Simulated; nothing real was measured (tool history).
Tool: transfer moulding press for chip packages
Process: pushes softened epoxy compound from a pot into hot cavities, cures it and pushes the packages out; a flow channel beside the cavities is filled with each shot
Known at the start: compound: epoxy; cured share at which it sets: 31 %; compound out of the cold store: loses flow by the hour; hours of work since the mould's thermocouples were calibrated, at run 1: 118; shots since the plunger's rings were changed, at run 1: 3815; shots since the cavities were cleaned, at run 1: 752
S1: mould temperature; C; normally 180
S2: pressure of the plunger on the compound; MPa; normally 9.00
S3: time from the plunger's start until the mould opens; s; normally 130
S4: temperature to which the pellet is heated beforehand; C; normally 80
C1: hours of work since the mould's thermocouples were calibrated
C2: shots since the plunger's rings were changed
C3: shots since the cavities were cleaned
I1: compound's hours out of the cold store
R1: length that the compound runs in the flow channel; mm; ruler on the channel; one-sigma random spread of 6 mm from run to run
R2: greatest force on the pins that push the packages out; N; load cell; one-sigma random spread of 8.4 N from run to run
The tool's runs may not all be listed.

run,day,S1,S2,S3,S4,C1,C2,C3,I1,R1,R2
1,0.000,180,9.00,130,80,118,3815,752,15.8,700,385
# day 0.779: cavities cleaned with cleaning compound and waxed
2,2.571,180,9.00,130,88,151,4336,372,27.0,659,367
3,3.925,180,9.00,130,88,169,4619,655,13.5,695,379
# day 5.096: cavities cleaned with cleaning compound and waxed
4,6.112,180,9.00,130,88,197,5060,211,31.8,659,372
5,8.546,180,9.00,130,80,229,5567,718,14.3,709,384
# day 9.442: cavities cleaned with cleaning compound and waxed
6,11.017,177,9.00,130,80,261,6068,327,14.7,717,452
7,13.529,180,9.00,136,80,295,6591,850,35.8,649,362
# day 13.783: cavities cleaned with cleaning compound and waxed
# day 14.254: plunger's sealing rings changed
8,16.079,180,9.00,130,89,326,380,456,45.1,630,365
9,17.438,180,9.05,136,80,344,662,738,34.5,661,347
# day 18.158: cavities cleaned with cleaning compound and waxed
10,18.817,183,9.13,136,80,362,936,136,36.9,643,316
11,20.671,184,9.00,123,75,386,1322,522,24.0,664,358
12,22.183,184,6.81,123,75,406,1637,837,37.1,547,342
# day 22.438: cavities cleaned with cleaning compound and waxed
13,24.575,180,9.34,130,80,437,2121,444,21.7,689,393
14,26.142,180,9.34,130,80,458,2447,770,46.8,635,381

Hidden state at the last listed run before each entry between runs and at the first one after, where it differs:
Run 1 -> run 2: cavities cleaned with cleaning compound and waxed (day 0.779)
  pressure that reaches the compound, % of what is set: 99.85 -> 99.83; grip of the stained cavities, % over clean ones': 1.9 -> 1.2
Run 3 -> run 4: cavities cleaned with cleaning compound and waxed (day 5.096)
  true mould temperature over the reading, C: 0.01 -> 0.02; pressure that reaches the compound, % of what is set: 99.82 -> 99.8; grip of the stained cavities, % over clean ones': 1.7 -> 0.8
Run 5 -> run 6: cavities cleaned with cleaning compound and waxed (day 9.442)
  pressure that reaches the compound, % of what is set: 99.78 -> 99.76; grip of the stained cavities, % over clean ones': 1.7 -> 1.2
Run 7 -> run 8: cavities cleaned with cleaning compound and waxed (day 13.783); plunger's sealing rings changed (day 14.254)
  pressure that reaches the compound, % of what is set: 99.73 -> 99.97; grip of the stained cavities, % over clean ones': 1.9 -> 1.4
Run 9 -> run 10: cavities cleaned with cleaning compound and waxed (day 18.158)
  pressure that reaches the compound, % of what is set: 99.96 -> 99.95; grip of the stained cavities, % over clean ones': 1.8 -> 0.6
Run 12 -> run 13: cavities cleaned with cleaning compound and waxed (day 22.438)
  pressure that reaches the compound, % of what is set: 99.92 -> 99.9; grip of the stained cavities, % over clean ones': 1.9 -> 1.4

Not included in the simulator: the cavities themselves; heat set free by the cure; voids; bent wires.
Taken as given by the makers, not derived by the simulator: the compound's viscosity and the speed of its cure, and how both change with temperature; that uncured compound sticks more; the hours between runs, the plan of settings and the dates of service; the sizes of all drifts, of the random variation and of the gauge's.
